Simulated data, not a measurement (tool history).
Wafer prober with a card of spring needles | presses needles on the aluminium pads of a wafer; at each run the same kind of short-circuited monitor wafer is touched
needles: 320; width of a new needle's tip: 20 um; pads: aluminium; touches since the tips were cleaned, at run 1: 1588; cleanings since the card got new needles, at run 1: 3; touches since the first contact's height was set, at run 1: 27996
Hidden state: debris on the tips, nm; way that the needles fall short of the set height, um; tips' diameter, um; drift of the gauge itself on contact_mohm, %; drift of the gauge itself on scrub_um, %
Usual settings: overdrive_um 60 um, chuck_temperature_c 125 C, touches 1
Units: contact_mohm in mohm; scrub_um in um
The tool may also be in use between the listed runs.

run     day  overdrive_um  chuck_temperature_c  touches  touches since the tips were cleaned  cleanings since the card got new needles  touches since the first contact's height was set  contact_mohm  scrub_um
  1   0.000            60                  125        1                                 1588                                         3                                             27996           137      7.61
      0.388  -- tips cleaned on abrasive film
  2   0.621            60                  125        1                                 3659                                         4                                             37721           138      7.68
      0.879  -- tips cleaned on abrasive film
  3   0.979            60                  125        1                                 1559                                         5                                             43292           136      7.67
      1.383  -- tips cleaned on abrasive film
  4   1.446            60                  125        1                                 1020                                         6                                             50590           137      7.67
  5   1.812            48                  125        1                                 6815                                         6                                             56385           144      6.10
      1.875  -- tips cleaned on abrasive film
  6   2.321            48                  125        1                                 7025                                         7                                             64326           145      6.14
      2.375  -- tips cleaned on abrasive film
  7   2.621            60                  125        1                                 3885                                         8                                             68992           138      7.72
      2.871  -- tips cleaned on abrasive film
  8   3.317            60                  125        2                                 7056                                         9                                             79882           137      7.67
      3.379  -- tips cleaned on abrasive film
  9   3.783            60                   28        1                                 6322                                        10                                             87125           122      7.69
      3.875  -- tips cleaned on abrasive film
      4.400  -- tips cleaned on abrasive film
 10   4.433            60                   28        1                                  560                                        12                                             97292           122      7.75
 11   4.783            41                  125        1                                 6037                                        12                                            102769           149      5.27
      4.908  -- tips cleaned on abrasive film
 12   5.279            41                  125        1                                 5810                                        13                                            110514           150      5.28
      5.421  -- tips cleaned on abrasive film
 13   5.738            41                  125        1                                 4992                                        14                                            117704           148      5.32
      5.954  -- tips cleaned on abrasive film
 14   6.138            60                  125        1                                 2862                                        15                                            123909           136      7.77
 15   6.425            60                  125        1                                 7415                                        15                                            128462           137      7.78
      6.483  -- tips cleaned on abrasive film
      7.004  -- tips cleaned on abrasive film
 16   7.138            55                   28        1                                 2124                                        17                                            139558           124      7.15
      7.550  -- tips cleaned on abrasive film
 17   7.658            69                   72        2                                 1725                                        18                                            147701           129      8.98
      8.058  -- tips cleaned on abrasive film
 18   8.179            67                   74        1                                 1877                                        19                                            155814           127      8.70
      8.558  -- tips cleaned on abrasive film
 19   8.854            41                   37        2                                 4680                                        20                                            166407           134      5.33
      9.075  -- tips cleaned on abrasive film
 20   9.512            75                   37        2                                 6851                                        21                                            176687           120      9.80
      9.579  -- tips cleaned on abrasive film
      9.646  -- height of the first contact set anew
 21   9.900            75                   29        2                                 4820                                        22                                              3941           119      9.83
     10.100  -- tips cleaned on abrasive film
 22  10.338            49                   74        1                                 3719                                        23                                             10789           135      6.41
     10.600  -- tips cleaned on abrasive film
 23  10.692            49                   74        1                                 1452                                        24                                             16335           135      6.42
     11.108  -- tips cleaned on abrasive film
 24  11.375            49                   74        1                                 4247                                        25                                             27049           134      6.41
     11.638  -- tips cleaned on abrasive film
 25  11.688            73                  125        1                                  805                                        26                                             31907           132      9.57
     11.896  -- gauge calibrated
     12.133  -- tips cleaned on abrasive film
 26  12.133            73                  125        1                                    0                                        27                                             38814           131      9.31
     12.629  -- tips cleaned on abrasive film
 27  12.783            53                  125        2                                 2434                                        28                                             49037           140      6.77

Forecast each of these 4 alternatives for the next run:
     13.146  -- tips cleaned on abrasive film
  A  13.171            65                  125        1                                  371                                        29                                             55052             ?         ?
     13.146  -- tips cleaned on abrasive film
  B  13.171            76                  125        3                                  371                                        29                                             55052             ?         ?
     13.146  -- tips cleaned on abrasive film
  C  13.171            46                  125        2                                  371                                        29                                             55052             ?         ?
     13.146  -- tips cleaned on abrasive film
  D  13.171            60                   82        1                                  371                                        29                                             55052             ?         ?

run  contact_mohm  scrub_um
  A           134      8.34
  B           133      9.78
  C           146      5.89
  D           133      7.67
Without the tool's hidden state the same runs would have given:
run  contact_mohm  scrub_um
  A           134      8.31
  B           133      9.75
  C           145      5.88
  D           133      7.64
